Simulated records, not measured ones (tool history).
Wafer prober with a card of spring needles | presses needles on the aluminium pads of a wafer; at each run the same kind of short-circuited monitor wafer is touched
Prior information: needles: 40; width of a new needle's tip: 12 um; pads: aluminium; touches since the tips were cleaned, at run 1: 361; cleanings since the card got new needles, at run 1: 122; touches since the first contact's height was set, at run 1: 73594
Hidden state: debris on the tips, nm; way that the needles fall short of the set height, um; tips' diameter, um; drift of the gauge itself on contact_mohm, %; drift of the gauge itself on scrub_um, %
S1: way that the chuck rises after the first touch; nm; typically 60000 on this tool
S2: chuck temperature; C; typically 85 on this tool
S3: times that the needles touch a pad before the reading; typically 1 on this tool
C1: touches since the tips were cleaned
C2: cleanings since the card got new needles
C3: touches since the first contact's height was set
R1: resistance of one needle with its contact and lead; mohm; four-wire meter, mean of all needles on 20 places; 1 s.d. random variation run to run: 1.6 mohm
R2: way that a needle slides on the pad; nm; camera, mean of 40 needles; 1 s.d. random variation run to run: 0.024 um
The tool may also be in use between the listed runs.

run	hour	S1	S2	S3	C1	C2	C3	R1	R2
1	0.0	60000	85	1	361	122	73594	162	7630
# hour 4.2: tips cleaned on abrasive film
# hour 8.5: tips cleaned on abrasive film
# hour 13.8: tips cleaned on abrasive film
# hour 19.0: tips cleaned on abrasive film
# hour 23.3: tips cleaned on abrasive film
# hour 28.6: tips cleaned on abrasive film
# hour 32.8: tips cleaned on abrasive film
# hour 38.1: tips cleaned on abrasive film
# hour 43.4: tips cleaned on abrasive film
# hour 47.6: tips cleaned on abrasive film
# hour 52.9: tips cleaned on abrasive film
# hour 58.2: tips cleaned on abrasive film
# hour 62.4: tips cleaned on abrasive film
2	65.3	60000	85	1	1668	135	110108	161	7600
# hour 67.5: tips cleaned on abrasive film
# hour 72.8: tips cleaned on abrasive film
# hour 78.1: tips cleaned on abrasive film
# hour 83.4: tips cleaned on abrasive film
# hour 88.6: tips cleaned on abrasive film
# hour 92.9: tips cleaned on abrasive film
# hour 98.2: tips cleaned on abrasive film
# hour 103.4: tips cleaned on abrasive film
# hour 107.7: tips cleaned on abrasive film
# hour 109.0: height of the first contact set anew
# hour 113.3: tips cleaned on abrasive film
# hour 118.5: tips cleaned on abrasive film
# hour 123.8: tips cleaned on abrasive film
# hour 129.1: tips cleaned on abrasive film
# hour 133.3: tips cleaned on abrasive film
# hour 138.6: tips cleaned on abrasive film
# hour 143.9: tips cleaned on abrasive film
3	147.9	60000	85	1	2290	151	21780	163	7620
# hour 149.1: tips cleaned on abrasive film
# hour 154.3: tips cleaned on abrasive film
# hour 159.6: tips cleaned on abrasive film
# hour 164.9: tips cleaned on abrasive film
# hour 169.1: tips cleaned on abrasive film
# hour 174.4: tips cleaned on abrasive film
# hour 179.7: tips cleaned on abrasive film
# hour 185.0: tips cleaned on abrasive film
# hour 190.3: tips cleaned on abrasive film
# hour 195.5: tips cleaned on abrasive film
# hour 200.8: tips cleaned on abrasive film
# hour 206.1: tips cleaned on abrasive film
# hour 211.4: tips cleaned on abrasive film
# hour 216.6: tips cleaned on abrasive film
4	216.6	60000	85	1	0	165	60117	162	7590
# hour 221.8: tips cleaned on abrasive film
# hour 226.1: tips cleaned on abrasive film
# hour 231.4: tips cleaned on abrasive film
# hour 235.6: tips cleaned on abrasive film
# hour 240.9: tips cleaned on abrasive film
# hour 246.2: tips cleaned on abrasive film
# hour 251.4: tips cleaned on abrasive film
# hour 256.7: tips cleaned on abrasive film
# hour 262.0: tips cleaned on abrasive film
# hour 267.3: tips cleaned on abrasive film
# hour 271.5: tips cleaned on abrasive film
# hour 276.8: tips cleaned on abrasive film
# hour 282.1: tips cleaned on abrasive film
# hour 287.4: tips cleaned on abrasive film
# hour 292.1: tips cleaned on abrasive film
5	292.1	60000	85	1	0	180	102320	164	7620
# hour 297.4: tips cleaned on abrasive film
# hour 301.6: tips cleaned on abrasive film
# hour 306.9: tips cleaned on abrasive film
# hour 318.9: card fitted with new needles
# hour 324.2: tips cleaned on abrasive film
# hour 328.4: tips cleaned on abrasive film
# hour 333.7: tips cleaned on abrasive film
# hour 337.9: tips cleaned on abrasive film
# hour 343.2: tips cleaned on abrasive film
# hour 348.5: tips cleaned on abrasive film
# hour 353.8: tips cleaned on abrasive film
# hour 358.0: tips cleaned on abrasive film
# hour 363.3: tips cleaned on abrasive film
# hour 367.5: tips cleaned on abrasive film
# hour 372.8: tips cleaned on abrasive film
# hour 378.1: tips cleaned on abrasive film
6	379.7	60000	85	1	891	12	33963	161	7660
# hour 382.9: tips cleaned on abrasive film
# hour 387.1: tips cleaned on abrasive film
# hour 392.4: tips cleaned on abrasive film
# hour 397.7: tips cleaned on abrasive film
# hour 402.9: tips cleaned on abrasive film
# hour 407.2: tips cleaned on abrasive film
# hour 412.5: tips cleaned on abrasive film
# hour 417.7: tips cleaned on abrasive film
# hour 423.0: tips cleaned on abrasive film
# hour 428.3: tips cleaned on abrasive film
# hour 433.6: tips cleaned on abrasive film
# hour 438.9: tips cleaned on abrasive film
# hour 443.1: tips cleaned on abrasive film
7	446.0	72000	85	1	1647	25	71045	161	9150
# hour 448.2: tips cleaned on abrasive film
# hour 452.4: tips cleaned on abrasive film
# hour 457.7: tips cleaned on abrasive film
# hour 461.9: tips cleaned on abrasive film
# hour 466.2: tips cleaned on abrasive film
# hour 471.5: tips cleaned on abrasive film
# hour 476.7: tips cleaned on abrasive film
# hour 482.0: tips cleaned on abrasive film
# hour 487.3: tips cleaned on abrasive film
# hour 492.6: tips cleaned on abrasive film
# hour 497.8: tips cleaned on abrasive film
# hour 503.1: tips cleaned on abrasive film
# hour 508.4: tips cleaned on abrasive film
# hour 512.7: tips cleaned on abrasive film
# hour 517.9: tips cleaned on abrasive film
# hour 522.2: tips cleaned on abrasive film
# hour 527.5: tips cleaned on abrasive film
# hour 532.7: tips cleaned on abrasive film
8	535.2	60000	85	1	1412	43	120885	164	7630
# hour 537.4: tips cleaned on abrasive film
# hour 542.7: tips cleaned on abrasive film
# hour 546.9: tips cleaned on abrasive film
# hour 552.2: tips cleaned on abrasive film
# hour 557.5: tips cleaned on abrasive film
# hour 558.8: height of the first contact set anew
# hour 562.0: tips cleaned on abrasive film
# hour 567.3: tips cleaned on abrasive film
# hour 572.6: tips cleaned on abrasive film
# hour 577.8: tips cleaned on abrasive film
# hour 583.1: tips cleaned on abrasive film
# hour 588.4: tips cleaned on abrasive film
# hour 592.6: tips cleaned on abrasive film
# hour 597.9: tips cleaned on abrasive film
# hour 603.2: tips cleaned on abrasive film
# hour 607.6: tips cleaned on abrasive film
9	607.6	51000	87	1	0	58	27281	168	6490
# hour 612.9: tips cleaned on abrasive film
# hour 618.2: tips cleaned on abrasive film
# hour 622.4: tips cleaned on abrasive film
# hour 627.7: tips cleaned on abrasive film
# hour 633.0: tips cleaned on abrasive film
# hour 638.3: tips cleaned on abrasive film
# hour 642.5: tips cleaned on abrasive film
# hour 646.8: tips cleaned on abrasive film
# hour 652.1: tips cleaned on abrasive film
# hour 657.3: tips cleaned on abrasive film
# hour 661.6: tips cleaned on abrasive film
# hour 666.9: tips cleaned on abrasive film
# hour 672.1: tips cleaned on abrasive film
# hour 676.4: tips cleaned on abrasive film
# hour 681.7: tips cleaned on abrasive film
# hour 686.9: tips cleaned on abrasive film
# hour 691.2: tips cleaned on abrasive film
# hour 696.5: tips cleaned on abrasive film
# hour 701.7: tips cleaned on abrasive film
# hour 707.0: tips cleaned on abrasive film
10	709.4	62000	81	2	1346	78	84141	163	7890
# hour 711.6: tips cleaned on abrasive film
# hour 716.8: tips cleaned on abrasive film
# hour 721.1: tips cleaned on abrasive film
# hour 726.4: tips cleaned on abrasive film
# hour 730.6: tips cleaned on abrasive film
# hour 735.9: tips cleaned on abrasive film
# hour 741.2: tips cleaned on abrasive film
# hour 746.4: tips cleaned on abrasive film
# hour 750.7: tips cleaned on abrasive film
# hour 756.0: tips cleaned on abrasive film
# hour 760.2: tips cleaned on abrasive film
# hour 765.5: tips cleaned on abrasive film
# hour 770.8: tips cleaned on abrasive film
# hour 776.0: tips cleaned on abrasive film
# hour 780.3: tips cleaned on abrasive film
# hour 784.5: tips cleaned on abrasive film
# hour 789.8: tips cleaned on abrasive film
# hour 795.1: tips cleaned on abrasive film
# hour 799.5: height of the first contact set anew
# hour 800.7: tips cleaned on abrasive film
11	801.8	60000	85	2	624	97	1215	163	7670
# hour 805.0: tips cleaned on abrasive film
# hour 810.2: tips cleaned on abrasive film
# hour 815.5: tips cleaned on abrasive film
# hour 820.8: tips cleaned on abrasive film
# hour 825.0: tips cleaned on abrasive film
# hour 830.3: tips cleaned on abrasive film
# hour 834.6: tips cleaned on abrasive film
# hour 839.8: tips cleaned on abrasive film
# hour 845.1: tips cleaned on abrasive film
# hour 850.4: tips cleaned on abrasive film
# hour 854.6: tips cleaned on abrasive film
# hour 859.9: tips cleaned on abrasive film
12	861.1	60000	85	2	668	109	34360	165	7640
# hour 864.3: tips cleaned on abrasive film
# hour 869.6: tips cleaned on abrasive film
# hour 873.8: tips cleaned on abrasive film
# hour 878.1: tips cleaned on abrasive film
# hour 883.4: tips cleaned on abrasive film
# hour 888.6: tips cleaned on abrasive film
# hour 892.9: tips cleaned on abrasive film
# hour 898.2: tips cleaned on abrasive film
# hour 903.4: tips cleaned on abrasive film
13	906.6	60000	103	2	1793	118	59781	168	7630
# hour 907.7: tips cleaned on abrasive film
# hour 912.0: tips cleaned on abrasive film
# hour 917.3: tips cleaned on abrasive film
# hour 922.5: tips cleaned on abrasive film
# hour 927.8: tips cleaned on abrasive film
# hour 932.1: tips cleaned on abrasive film
# hour 937.3: tips cleaned on abrasive film
# hour 942.6: tips cleaned on abrasive film
# hour 946.9: tips cleaned on abrasive film
# hour 952.1: tips cleaned on abrasive film
# hour 957.4: tips cleaned on abrasive film
# hour 962.7: tips cleaned on abrasive film
# hour 968.0: tips cleaned on abrasive film
# hour 972.2: tips cleaned on abrasive film
# hour 977.5: tips cleaned on abrasive film
# hour 982.8: tips cleaned on abrasive film
# hour 987.0: tips cleaned on abrasive film
# hour 992.3: tips cleaned on abrasive film
# hour 997.6: tips cleaned on abrasive film
14	998.0	58000	103	2	239	137	110821	166	7400

Forecast each of these 3 alternatives for the next run:
# hour 1002.2: tips cleaned on abrasive film
# hour 1007.5: tips cleaned on abrasive film
# hour 1012.8: tips cleaned on abrasive film
# hour 1017.0: tips cleaned on abrasive film
# hour 1022.3: tips cleaned on abrasive film
# hour 1026.6: tips cleaned on abrasive film
# hour 1030.8: tips cleaned on abrasive film
# hour 1036.1: tips cleaned on abrasive film
# hour 1039.5: height of the first contact set anew
# hour 1041.7: tips cleaned on abrasive film
# hour 1047.0: tips cleaned on abrasive film
# hour 1052.2: tips cleaned on abrasive film
# hour 1056.5: tips cleaned on abrasive film
# hour 1061.8: tips cleaned on abrasive film
# hour 1067.0: tips cleaned on abrasive film
A	1068.2	55000	73	2	685	151	16041	?	?
# hour 1002.2: tips cleaned on abrasive film
# hour 1007.5: tips cleaned on abrasive film
# hour 1012.8: tips cleaned on abrasive film
# hour 1017.0: tips cleaned on abrasive film
# hour 1022.3: tips cleaned on abrasive film
# hour 1026.6: tips cleaned on abrasive film
# hour 1030.8: tips cleaned on abrasive film
# hour 1036.1: tips cleaned on abrasive film
# hour 1039.5: height of the first contact set anew
# hour 1041.7: tips cleaned on abrasive film
# hour 1047.0: tips cleaned on abrasive film
# hour 1052.2: tips cleaned on abrasive film
# hour 1056.5: tips cleaned on abrasive film
# hour 1061.8: tips cleaned on abrasive film
# hour 1067.0: tips cleaned on abrasive film
B	1068.2	56000	38	2	685	151	16041	?	?
# hour 1002.2: tips cleaned on abrasive film
# hour 1007.5: tips cleaned on abrasive film
# hour 1012.8: tips cleaned on abrasive film
# hour 1017.0: tips cleaned on abrasive film
# hour 1022.3: tips cleaned on abrasive film
# hour 1026.6: tips cleaned on abrasive film
# hour 1030.8: tips cleaned on abrasive film
# hour 1036.1: tips cleaned on abrasive film
# hour 1039.5: height of the first contact set anew
# hour 1041.7: tips cleaned on abrasive film
# hour 1047.0: tips cleaned on abrasive film
# hour 1052.2: tips cleaned on abrasive film
# hour 1056.5: tips cleaned on abrasive film
# hour 1061.8: tips cleaned on abrasive film
# hour 1067.0: tips cleaned on abrasive film
C	1068.2	43000	63	3	685	151	16041	?	?

run	R1	R2
A	160	7020
B	155	7170
C	165	5500
With no hidden state in the tool, these same runs would have given:
run	R1	R2
A	160	6950
B	154	7100
C	165	5440
